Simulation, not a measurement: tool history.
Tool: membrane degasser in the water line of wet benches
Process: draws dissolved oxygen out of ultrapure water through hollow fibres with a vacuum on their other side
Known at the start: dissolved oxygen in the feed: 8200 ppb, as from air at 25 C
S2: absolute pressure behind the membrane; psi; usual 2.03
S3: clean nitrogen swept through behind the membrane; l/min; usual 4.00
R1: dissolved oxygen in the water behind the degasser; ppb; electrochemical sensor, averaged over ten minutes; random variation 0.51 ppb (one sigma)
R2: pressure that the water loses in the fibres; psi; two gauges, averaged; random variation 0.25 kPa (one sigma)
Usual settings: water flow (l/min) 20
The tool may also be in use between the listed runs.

run 1 day=0.000 | water_flow_(l/min)=20 S2=2.03 S3=4.00 | R1=143.1 R2=10.031
run 2 day=2.004 | water_flow_(l/min)=20 S2=2.03 S3=5.45 | R1=109.4 R2=10.127
run 3 day=5.112 | water_flow_(l/min)=20 S2=1.41 S3=5.45 | R1=70.3 R2=10.003
run 4 day=8.650 | water_flow_(l/min)=20 S2=1.41 S3=5.45 | R1=70.6 R2=10.044
run 5 day=10.729 | water_flow_(l/min)=20 S2=2.03 S3=4.00 | R1=143.7 R2=10.058
-- day=11.379 vacuum gauge calibrated
run 6 day=12.829 | water_flow_(l/min)=20 S2=2.03 S3=4.00 | R1=142.7 R2=10.057
run 7 day=14.650 | water_flow_(l/min)=20 S2=2.03 S3=4.00 | R1=142.7 R2=10.138
run 8 day=18.071 | water_flow_(l/min)=20 S2=2.03 S3=4.00 | R1=143.2 R2=10.109
run 9 day=19.733 | water_flow_(l/min)=20 S2=2.03 S3=6.85 | R1=89.3 R2=10.067
run 10 day=21.904 | water_flow_(l/min)=15 S2=2.03 S3=6.85 | R1=61.7 R2=7.562
run 11 day=25.271 | water_flow_(l/min)=25 S2=2.03 S3=4.00 | R1=196.9 R2=12.562
run 12 day=28.850 | water_flow_(l/min)=25 S2=2.03 S3=4.00 | R1=197.1 R2=12.630
run 13 day=32.221 | water_flow_(l/min)=19 S2=2.03 S3=4.00 | R1=133.5 R2=9.625
run 14 day=34.633 | water_flow_(l/min)=19 S2=2.03 S3=4.00 | R1=134.0 R2=9.591
run 15 day=36.975 | water_flow_(l/min)=23 S2=2.99 S3=5.88 | R1=189.3 R2=11.690
run 16 day=40.225 | water_flow_(l/min)=23 S2=2.99 S3=3.66 | R1=282.5 R2=11.705
run 17 day=42.658 | water_flow_(l/min)=16 S2=1.25 S3=3.63 | R1=62.1 R2=8.089
run 18 day=45.067 | water_flow_(l/min)=14 S2=2.03 S3=4.00 | R1=95.8 R2=7.075
run 19 day=48.288 | water_flow_(l/min)=14 S2=3.77 S3=3.54 | R1=221.7 R2=7.121
run 20 day=50.762 | water_flow_(l/min)=14 S2=3.77 S3=3.54 | R1=223.5 R2=7.101
run 21 day=54.025 | water_flow_(l/min)=28 S2=3.77 S3=3.54 | R1=473.6 R2=14.166

Run 22 comes next. What will it give?
run 22 day=56.471 | water_flow_(l/min)=28 S2=3.77 S3=5.09 | R1=? R2=?

R1: 356.2 ppb
R2: 14.222 psi
Without the tool's hidden state the same run would have given R1 346.1 ppb, R2 13.913 psi.

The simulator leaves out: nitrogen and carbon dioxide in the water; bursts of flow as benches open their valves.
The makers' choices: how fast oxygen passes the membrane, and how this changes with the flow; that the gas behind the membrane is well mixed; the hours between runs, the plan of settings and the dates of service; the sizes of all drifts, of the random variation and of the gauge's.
